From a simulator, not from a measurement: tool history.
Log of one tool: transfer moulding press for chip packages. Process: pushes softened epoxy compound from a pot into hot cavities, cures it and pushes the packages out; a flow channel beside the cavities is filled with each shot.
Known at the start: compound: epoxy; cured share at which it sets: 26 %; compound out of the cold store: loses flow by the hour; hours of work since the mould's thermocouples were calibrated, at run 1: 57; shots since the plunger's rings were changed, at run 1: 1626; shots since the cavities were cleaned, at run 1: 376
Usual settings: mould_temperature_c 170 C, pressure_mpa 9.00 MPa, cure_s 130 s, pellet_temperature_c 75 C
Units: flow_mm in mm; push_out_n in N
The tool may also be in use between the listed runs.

run,hour,mould_temperature_c,pressure_mpa,cure_s,pellet_temperature_c,hours of work since the mould's thermocouples were calibrated,shots since the plunger's rings were changed,shots since the cavities were cleaned,incoming compound's hours out of the cold store,flow_mm,push_out_n
1,0.0,170,9.00,130,75,57,1626,376,14.5,792,459
2,18.4,170,9.00,130,75,65,1745,495,44.6,722,499
# hour 47.5: cavities cleaned with cleaning compound and waxed
3,53.1,170,9.00,130,73,80,1960,37,12.0,780,626
4,68.1,170,9.00,130,73,86,2057,134,37.2,738,623
5,93.9,170,9.00,130,73,97,2224,301,25.3,748,650
6,108.8,170,9.00,130,73,104,2320,397,37.9,728,652
7,140.5,170,9.00,130,73,118,2525,602,8.2,777,650
# hour 152.4: cavities cleaned with cleaning compound and waxed
8,157.3,170,9.00,130,75,124,2624,32,35.2,727,305
# hour 179.4: cavities cleaned with cleaning compound and waxed, once more
9,179.4,170,9.00,130,75,133,2757,0,12.2,777,278
10,201.7,170,9.00,130,75,143,2901,144,20.7,754,361
11,223.1,170,9.00,130,75,152,3040,283,37.0,727,423
12,255.8,170,9.00,130,75,166,3252,495,44.5,701,495
# hour 284.3: cavities cleaned with cleaning compound and waxed
13,284.4,170,9.00,130,75,178,3427,1,35.4,725,272
14,305.1,170,9.00,130,75,187,3561,135,24.9,736,363
# hour 318.8: plunger's sealing rings changed
15,340.6,175,6.93,130,75,202,141,348,31.1,663,422
16,361.1,168,7.61,139,72,210,274,481,16.0,733,511
17,375.9,168,7.61,115,72,217,370,577,28.0,711,650
# hour 392.0: cavities cleaned with cleaning compound and waxed
18,408.2,168,7.61,137,81,230,569,105,13.3,743,345
19,423.6,170,9.00,150,71,237,669,205,41.7,747,368
20,451.1,174,9.32,150,71,249,847,383,22.1,796,428
21,482.3,172,8.90,154,75,263,1048,584,19.1,773,493
# hour 497.9: cavities cleaned with cleaning compound and waxed
22,510.0,172,8.90,154,75,274,1218,79,16.6,781,298
23,534.7,166,8.02,156,70,285,1377,238,44.6,703,405
24,560.5,170,6.89,130,75,296,1544,405,47.5,629,462
25,584.5,170,9.00,130,81,306,1700,561,32.5,741,508
# hour 602.1: cavities cleaned with cleaning compound and waxed
26,620.8,176,8.45,130,81,321,1925,121,28.8,720,320
27,648.0,177,9.00,136,70,333,2101,297,42.8,712,395
28,674.3,177,9.00,136,70,345,2271,467,29.8,733,459

4 ways to go on from here, each from the tool as it stands after run 28. What would each give?
A,695.1,168,9.00,130,75,354,2405,601,47.5,?,?
B,695.1,170,9.00,130,66,354,2405,601,23.1,?,?
C,695.1,164,10.29,136,67,354,2405,601,45.9,?,?
D,695.1,174,9.00,128,77,354,2405,601,27.7,?,?

run,flow_mm,push_out_n
A,715,542
B,751,529
C,772,618
D,737,492
Without the tool's hidden state the same runs would have given:
run,flow_mm,push_out_n
A,746,286
B,784,277
C,805,324
D,769,259

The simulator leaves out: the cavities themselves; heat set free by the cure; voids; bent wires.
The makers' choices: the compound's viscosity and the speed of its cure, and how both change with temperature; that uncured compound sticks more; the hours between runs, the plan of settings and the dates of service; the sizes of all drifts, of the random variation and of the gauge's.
